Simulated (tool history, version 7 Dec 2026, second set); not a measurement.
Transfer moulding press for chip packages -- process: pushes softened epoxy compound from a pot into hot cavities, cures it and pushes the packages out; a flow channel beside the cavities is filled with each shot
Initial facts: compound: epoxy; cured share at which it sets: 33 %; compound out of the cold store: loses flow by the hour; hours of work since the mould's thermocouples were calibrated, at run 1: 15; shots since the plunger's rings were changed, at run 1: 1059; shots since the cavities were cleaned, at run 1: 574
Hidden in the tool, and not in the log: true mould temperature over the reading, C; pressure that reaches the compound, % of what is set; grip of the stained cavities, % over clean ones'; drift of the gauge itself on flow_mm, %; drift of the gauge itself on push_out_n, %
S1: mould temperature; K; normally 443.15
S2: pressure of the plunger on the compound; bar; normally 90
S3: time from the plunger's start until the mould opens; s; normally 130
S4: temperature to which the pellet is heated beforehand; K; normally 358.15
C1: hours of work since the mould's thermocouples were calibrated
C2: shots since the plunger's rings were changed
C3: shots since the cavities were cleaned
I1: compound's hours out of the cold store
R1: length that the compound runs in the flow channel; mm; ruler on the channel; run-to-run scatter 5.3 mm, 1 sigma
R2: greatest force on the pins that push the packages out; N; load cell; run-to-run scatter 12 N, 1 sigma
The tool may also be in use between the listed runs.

{"run": 1, "hour": 0.0, "S1": 443.15, "S2": 90, "S3": 130, "S4": 358.15, "C1": 15, "C2": 1059, "C3": 574, "I1": 29.3, "R1": 547, "R2": 822}
{"run": 2, "hour": 7.8, "S1": 443.15, "S2": 90, "S3": 130, "S4": 358.15, "C1": 20, "C2": 1127, "C3": 642, "I1": 35.3, "R1": 531, "R2": 814}
{"hour": 15.0, "done": "cavities cleaned with cleaning compound and waxed"}
{"run": 3, "hour": 15.0, "S1": 443.15, "S2": 90, "S3": 130, "S4": 358.15, "C1": 23, "C2": 1178, "C3": 0, "I1": 18, "R1": 575, "R2": 615}
{"run": 4, "hour": 20.8, "S1": 443.15, "S2": 90, "S3": 130, "S4": 358.15, "C1": 27, "C2": 1229, "C3": 51, "I1": 28.4, "R1": 540, "R2": 624}
{"run": 5, "hour": 27.9, "S1": 443.15, "S2": 90, "S3": 130, "S4": 358.15, "C1": 31, "C2": 1291, "C3": 113, "I1": 8.2, "R1": 595, "R2": 627}
{"hour": 30.8, "done": "mould's thermocouples calibrated"}
{"run": 6, "hour": 34.9, "S1": 443.15, "S2": 90, "S3": 130, "S4": 358.15, "C1": 2, "C2": 1335, "C3": 157, "I1": 23.7, "R1": 559, "R2": 688}
{"run": 7, "hour": 40.9, "S1": 443.15, "S2": 90, "S3": 130, "S4": 358.15, "C1": 6, "C2": 1388, "C3": 210, "I1": 43.5, "R1": 509, "R2": 674}
{"run": 8, "hour": 48.5, "S1": 441.15, "S2": 90, "S3": 114, "S4": 358.15, "C1": 11, "C2": 1455, "C3": 277, "I1": 21.8, "R1": 569, "R2": 1140}

Predict the results of run 9:
{"run": 9, "hour": 53.8, "S1": 445.15, "S2": 94.3, "S3": 130, "S4": 352.15, "C1": 14, "C2": 1502, "C3": 324, "I1": 13.3, "R1": "?", "R2": "?"}

Run 9 came out at R1 595 mm, R2 723 N.
Take away the tool's hidden state, keep the run-to-run variation as it was, and the same run would have given R1 608 mm, R2 562 N.
